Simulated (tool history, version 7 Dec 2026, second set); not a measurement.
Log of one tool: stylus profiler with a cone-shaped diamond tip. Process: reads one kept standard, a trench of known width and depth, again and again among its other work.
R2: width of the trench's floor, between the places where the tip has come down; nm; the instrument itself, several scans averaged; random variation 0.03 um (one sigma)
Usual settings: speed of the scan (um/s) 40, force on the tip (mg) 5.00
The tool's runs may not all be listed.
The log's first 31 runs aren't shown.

{"run": 32, "hour": 2121.6, "speed of the scan (um/s)": 59, "force on the tip (mg)": 4.1, "depth of the trench (nm)": 101.11, "R2": 17440}
{"run": 33, "hour": 2206.0, "speed of the scan (um/s)": 59, "force on the tip (mg)": 4.1, "depth of the trench (nm)": 101.05, "R2": 17450}
{"run": 34, "hour": 2289.8, "speed of the scan (um/s)": 77, "force on the tip (mg)": 11.64, "depth of the trench (nm)": 102.12, "R2": 17470}
{"run": 35, "hour": 2340.1, "speed of the scan (um/s)": 77, "force on the tip (mg)": 11.64, "depth of the trench (nm)": 102.14, "R2": 17480}
{"run": 36, "hour": 2400.8, "speed of the scan (um/s)": 12, "force on the tip (mg)": 1.9, "depth of the trench (nm)": 100.63, "R2": 17560}
{"run": 37, "hour": 2497.4, "speed of the scan (um/s)": 10, "force on the tip (mg)": 2.35, "depth of the trench (nm)": 100.81, "R2": 17490}
{"run": 38, "hour": 2553.0, "speed of the scan (um/s)": 33, "force on the tip (mg)": 6.12, "depth of the trench (nm)": 101.44, "R2": 17510}
{"run": 39, "hour": 2638.9, "speed of the scan (um/s)": 18, "force on the tip (mg)": 2.95, "depth of the trench (nm)": 101.0, "R2": 17450}
{"run": 40, "hour": 2728.2, "speed of the scan (um/s)": 121, "force on the tip (mg)": 1.8, "depth of the trench (nm)": 100.77, "R2": 16810}
{"run": 41, "hour": 2775.7, "speed of the scan (um/s)": 94, "force on the tip (mg)": 10.56, "depth of the trench (nm)": 102.12, "R2": 17350}
{"run": 42, "hour": 2842.4, "speed of the scan (um/s)": 94, "force on the tip (mg)": 10.56, "depth of the trench (nm)": 102.15, "R2": 17280}
{"run": 43, "hour": 2929.6, "speed of the scan (um/s)": 36, "force on the tip (mg)": 9.89, "depth of the trench (nm)": 102.08, "R2": 17420}
{"run": 44, "hour": 3007.6, "speed of the scan (um/s)": 36, "force on the tip (mg)": 9.89, "depth of the trench (nm)": 102.07, "R2": 17400}
{"run": 45, "hour": 3083.1, "speed of the scan (um/s)": 82, "force on the tip (mg)": 7.37, "depth of the trench (nm)": 101.78, "R2": 17280}
{"run": 46, "hour": 3144.6, "speed of the scan (um/s)": 11, "force on the tip (mg)": 6.41, "depth of the trench (nm)": 101.58, "R2": 17460}
{"run": 47, "hour": 3232.4, "speed of the scan (um/s)": 11, "force on the tip (mg)": 6.41, "depth of the trench (nm)": 101.66, "R2": 17410}

Forecast each of these 3 alternatives for the next run:
{"run": "A", "hour": 3317.4, "speed of the scan (um/s)": 95, "force on the tip (mg)": 6.45, "depth of the trench (nm)": "?", "R2": "?"}
{"run": "B", "hour": 3317.4, "speed of the scan (um/s)": 11, "force on the tip (mg)": 5.95, "depth of the trench (nm)": "?", "R2": "?"}
{"run": "C", "hour": 3317.4, "speed of the scan (um/s)": 59, "force on the tip (mg)": 5.98, "depth of the trench (nm)": "?", "R2": "?"}

run=A depth_of_the_trench_(nm)=101.60 R2=17190
run=B depth_of_the_trench_(nm)=101.60 R2=17380
run=C depth_of_the_trench_(nm)=101.53 R2=17260
Without the tool's hidden state the same runs would have given:
run=A depth_of_the_trench_(nm)=101.37 R2=17750
run=B depth_of_the_trench_(nm)=101.37 R2=17940
run=C depth_of_the_trench_(nm)=101.31 R2=17820
